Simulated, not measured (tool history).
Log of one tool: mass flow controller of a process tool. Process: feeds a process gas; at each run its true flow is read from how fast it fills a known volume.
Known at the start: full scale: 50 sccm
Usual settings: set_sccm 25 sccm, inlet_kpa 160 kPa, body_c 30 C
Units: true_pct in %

Run 1, hour 0.0: usual settings. Result: true_pct 98.85 %.
Run 2, hour 108.1: usual settings. Result: true_pct 98.62 %.
Run 3, hour 186.9: usual settings but set_sccm 46 sccm. Result: true_pct 100.10 %.
Run 4, hour 285.8: usual settings but set_sccm 46 sccm. Result: true_pct 99.99 %.
Run 5, hour 381.1: usual settings but set_sccm 46 sccm. Result: true_pct 99.85 %.
Run 6, hour 450.6: usual settings but body_c 31 C. Result: true_pct 98.40 %.
Run 7, hour 534.4: usual settings but body_c 31 C. Result: true_pct 98.34 %.
Run 8, hour 647.1: usual settings but body_c 31 C. Result: true_pct 98.12 %.
Run 9, hour 766.4: usual settings but body_c 31 C. Result: true_pct 98.05 %.
Run 10, hour 855.8: usual settings but set_sccm 15 sccm. Result: true_pct 97.11 %.
Run 11, hour 967.2: usual settings. Result: true_pct 97.81 %.
Run 12, hour 1061.4: usual settings. Result: true_pct 97.67 %.
Run 13, hour 1177.3: usual settings. Result: true_pct 97.65 %.
Run 14, hour 1284.3: usual settings. Result: true_pct 97.48 %.
At hour 1360.2: gauge calibrated.
Run 15, hour 1361.9: usual settings. Result: true_pct 98.82 %.
Run 16, hour 1451.2: usual settings. Result: true_pct 98.72 %.
Run 17, hour 1562.3: usual settings but set_sccm 20 sccm, body_c 22 C. Result: true_pct 97.58 %.
Run 18, hour 1625.4: usual settings but set_sccm 20 sccm, inlet_kpa 272 kPa, body_c 20 C. Result: true_pct 96.87 %.
Run 19, hour 1726.4: usual settings but set_sccm 20 sccm, inlet_kpa 272 kPa, body_c 20 C. Result: true_pct 96.74 %.
Run 20, hour 1812.8: usual settings but set_sccm 28 sccm. Result: true_pct 98.42 %.
Run 21, hour 1873.1: usual settings but set_sccm 46 sccm, inlet_kpa 173 kPa. Result: true_pct 99.65 %.
Run 22, hour 1960.4: usual settings but set_sccm 32 sccm, inlet_kpa 196 kPa. Result: true_pct 98.57 %.
Run 23, hour 2054.0: usual settings but set_sccm 32 sccm, inlet_kpa 196 kPa. Result: true_pct 98.50 %.
Run 24, hour 2161.7: usual settings but set_sccm 41 sccm, body_c 24 C. Result: true_pct 98.62 %.
At hour 2227.9: controller's zero set anew.
Run 25, hour 2277.2: usual settings but set_sccm 46 sccm, inlet_kpa 202 kPa, body_c 34 C. Result: true_pct 99.32 %.
Run 26, hour 2366.4: usual settings but set_sccm 46 sccm, inlet_kpa 202 kPa, body_c 34 C. Result: true_pct 99.28 %.
Run 27, hour 2430.5: usual settings but set_sccm 31 sccm, inlet_kpa 220 kPa, body_c 26 C. Result: true_pct 97.52 %.
Run 28, hour 2537.1: usual settings but set_sccm 31 sccm, inlet_kpa 220 kPa, body_c 26 C. Result: true_pct 97.42 %.
Run 29, hour 2596.2: usual settings but set_sccm 31 sccm, inlet_kpa 220 kPa, body_c 26 C. Result: true_pct 97.27 %.
Run 30, hour 2685.5: usual settings but set_sccm 31 sccm, inlet_kpa 220 kPa, body_c 26 C. Result: true_pct 97.20 %.

Forecast each of these 5 alternatives for the next run:
Run A, hour 2804.8: usual settings but inlet_kpa 184 kPa, body_c 37 C. Result: true_pct ?.
Run B, hour 2804.8: usual settings but set_sccm 31 sccm, inlet_kpa 220 kPa, body_c 33 C. Result: true_pct ?.
Run C, hour 2804.8: usual settings but inlet_kpa 151 kPa, body_c 34 C. Result: true_pct ?.
Run D, hour 2804.8: usual settings but set_sccm 31 sccm, inlet_kpa 255 kPa, body_c 26 C. Result: true_pct ?.
Run E, hour 2804.8: usual settings but set_sccm 31 sccm, inlet_kpa 220 kPa, body_c 31 C. Result: true_pct ?.

run  true_pct
  A     97.59
  B     97.57
  C     97.52
  D     96.82
  E     97.36
Without the tool's hidden state the same runs would have given:
run  true_pct
  A     99.27
  B     99.25
  C     99.19
  D     98.49
  E     99.04
